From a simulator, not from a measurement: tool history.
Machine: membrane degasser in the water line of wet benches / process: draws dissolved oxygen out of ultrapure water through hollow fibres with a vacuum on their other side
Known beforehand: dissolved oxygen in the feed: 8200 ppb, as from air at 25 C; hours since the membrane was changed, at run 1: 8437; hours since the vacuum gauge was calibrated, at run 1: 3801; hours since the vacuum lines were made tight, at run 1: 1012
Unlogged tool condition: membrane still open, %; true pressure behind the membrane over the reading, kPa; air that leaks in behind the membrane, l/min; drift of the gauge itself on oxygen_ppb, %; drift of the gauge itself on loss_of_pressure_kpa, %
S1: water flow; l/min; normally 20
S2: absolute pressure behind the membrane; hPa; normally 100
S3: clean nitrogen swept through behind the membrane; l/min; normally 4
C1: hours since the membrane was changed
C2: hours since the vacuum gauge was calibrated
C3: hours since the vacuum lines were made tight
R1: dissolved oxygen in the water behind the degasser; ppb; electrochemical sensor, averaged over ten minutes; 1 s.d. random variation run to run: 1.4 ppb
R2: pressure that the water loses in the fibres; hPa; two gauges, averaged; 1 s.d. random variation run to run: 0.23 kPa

run	hour	S1	S2	S3	C1	C2	C3	R1	R2
1	0	20	100	4	8437	3801	1012	162.6	646.2
2	147.2	20	100	4	8584	3948	1159	160.7	645.8
3	395.8	20	100	4	8833	4197	1408	163.5	647.4
4	567.2	20	100	4	9004	4368	1579	164.2	654.5
5	717	20	100	4	9154	4518	1729	167.8	651.2
# hour 873.1: vacuum gauge calibrated
6	952.7	20	100	4	9389	80	1964	159.4	651.2
7	1118.2	20	100	4	9555	245	2129	160.9	649.2
8	1363.4	19	100	4	9800	490	2375	141.5	621.8
# hour 1419.2: membrane cartridge changed
9	1501.3	20	100	3.28	82	624	2508	153	599.2
10	1707.9	20	100	3.28	289	831	2715	154.1	604.5
11	1882.8	20	100	3.28	464	1006	2890	154.3	602.1
12	2055.7	20	100	3.28	636	1179	3063	154	604.5
# hour 2241.4: seals of the vacuum lines changed
13	2299.9	20	100	3.28	879	1421	58	152.5	604.4
14	2496.6	20	106	4	1075	1617	255	146.6	606.5
15	2666.9	20	100	4	1246	1788	425	138.3	603.7
16	2889.7	20	100	4	1469	2011	648	139.7	610.8
17	3129.8	19	100	4	1709	2251	888	124.7	576.7
18	3236.5	20	100	8.27	1815	2357	995	98.6	610.5
19	3412	20	182	6.9	1991	2533	1171	166.5	613.4
20	3535	24	111	4	2114	2656	1294	232.5	734.4
21	3744.5	14	137	3.08	2323	2865	1503	129.8	431.9
22	3873.5	14	137	3.08	2452	2994	1632	130	430.6
23	3988.3	28	202	5.26	2567	3109	1747	407.3	861.4
24	4241.6	23	83	4.33	2820	3362	2000	170	710.7
25	4373.9	20	76	6.96	2953	3495	2133	94.3	616.5
26	4514.7	25	76	2.14	3093	3636	2273	265.1	772.4
27	4770.8	25	62	3.55	3350	3892	2529	197.4	775.3
28	5009.2	25	136	2.59	3588	4130	2768	381.7	775.1
29	5248.7	25	136	2.59	3827	4370	3007	383.3	775.1
# hour 5495.4: seals of the vacuum lines changed
30	5510.9	25	136	2.59	4088	4630	16	379.5	771.4
# hour 5548.7: vacuum gauge calibrated
31	5627.2	25	136	2.59	4203	79	131	368.5	776.3
32	5853.1	25	90	3.2	4429	304	357	250.2	781.2
33	6011.8	18	169	8.84	4588	463	516	107.5	560.9

Below, each run's measurement less what the same run would have read without the hidden state. Both values contain the same run-to-run variation, but the gauge's scatter may not be the same in both:
run	R1	R2
1	+27.4	+45.4
2	+27.6	+46.2
3	+29.1	+47.5
4	+30	+48.8
5	+31.2	+49.4
6	+26.1	+50.7
7	+26.9	+51.5
8	+23.7	+50.7
9	+2.8	+0.4
10	+3.7	+1.4
11	+4.5	+2.2
12	+5.1	+2.9
13	+3.4	+4.1
14	+4.1	+5.2
15	+4.8	+6
16	+5.7	+7.2
17	+5.9	+8
18	+5.6	+9
19	+7.2	+10
20	+12.5	+12.5
21	+6.1	+8.1
22	+6.5	+8.5
23	+19.8	+17.8
24	+14.4	+16
25	+9.6	+14.6
26	+23.3	+19.2
27	+21.4	+20.8
28	+27.1	+22.3
29	+29	+23.6
30	+26.6	+25
31	+18.3	+25.9
32	+20.2	+27.4
33	+7.8	+20.4

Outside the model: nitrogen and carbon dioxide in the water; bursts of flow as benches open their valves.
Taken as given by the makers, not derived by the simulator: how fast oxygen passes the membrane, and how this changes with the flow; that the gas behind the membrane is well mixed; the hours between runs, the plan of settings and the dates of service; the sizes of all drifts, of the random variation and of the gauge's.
